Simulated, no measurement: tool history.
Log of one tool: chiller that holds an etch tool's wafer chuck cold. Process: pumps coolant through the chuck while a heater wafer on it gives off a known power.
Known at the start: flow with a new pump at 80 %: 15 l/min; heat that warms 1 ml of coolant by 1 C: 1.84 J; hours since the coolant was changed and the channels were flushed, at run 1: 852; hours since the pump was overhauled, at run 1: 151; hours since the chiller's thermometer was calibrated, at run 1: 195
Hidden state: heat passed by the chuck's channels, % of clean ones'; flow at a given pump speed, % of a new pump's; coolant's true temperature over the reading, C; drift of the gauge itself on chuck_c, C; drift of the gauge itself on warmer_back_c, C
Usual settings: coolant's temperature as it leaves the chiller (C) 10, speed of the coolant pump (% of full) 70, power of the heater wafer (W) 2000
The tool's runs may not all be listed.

run	hour	coolant's temperature as it leaves the chiller (C)	speed of the coolant pump (% of full)	power of the heater wafer (W)	hours since the coolant was changed and the channels were flushed	hours since the pump was overhauled	hours since the chiller's thermometer was calibrated	chuck's temperature once it has settled (C)	how much warmer the coolant comes back (C)
1	0	10	70	2000	852	151	195	31.4	5.02
2	23.4	10	70	2000	876	174	218	31.2	5.07
3	48.1	10	70	2000	900	199	243	31.4	4.98
4	65.2	10	70	2000	917	216	260	31.4	5.03
5	95.4	10	70	2000	948	246	290	31.4	5.08
# hour 98.3: chiller's thermometer calibrated
6	114.5	6	70	2000	966	264	16	27.4	5.11
7	136.7	6	70	1503	988	287	38	22.2	3.8
8	156.4	6	70	1503	1008	306	58	22	3.82
9	186.7	6	70	1503	1038	337	88	22.2	3.83
# hour 201.8: chiller's thermometer calibrated, once more
10	205.8	3	61	1568	1056	355	4	22.2	4.61
11	234.2	3	61	1568	1084	383	32	22.2	4.6
12	263.5	16	73	1719	1114	412	62	33.7	4.1
13	277	16	73	1719	1127	426	75	33.8	4.14
14	309.2	16	73	1719	1159	458	107	33.9	4.16
15	340.8	10	70	1756	1191	490	139	28.8	4.44
16	368.9	10	63	2000	1219	518	167	34.1	5.74
17	394.5	10	63	2000	1245	543	193	33.9	5.79

4 ways to go on from here, each from the tool as it stands after run 17. What would each give?
A	413.3	1	75	2000	1263	562	211	?	?
B	413.3	14	81	2185	1263	562	211	?	?
C	413.3	3	77	1467	1263	562	211	?	?
D	413.3	10	64	1045	1263	562	211	?	?

run	chuck's temperature once it has settled (C)	how much warmer the coolant comes back (C)
A	21.1	4.69
B	34.5	4.77
C	17.6	3.31
D	22.2	2.92
Without the tool's hidden state the same runs would have given:
run	chuck's temperature once it has settled (C)	how much warmer the coolant comes back (C)
A	20.3	4.64
B	33.7	4.72
C	17.1	3.28
D	21.8	2.89
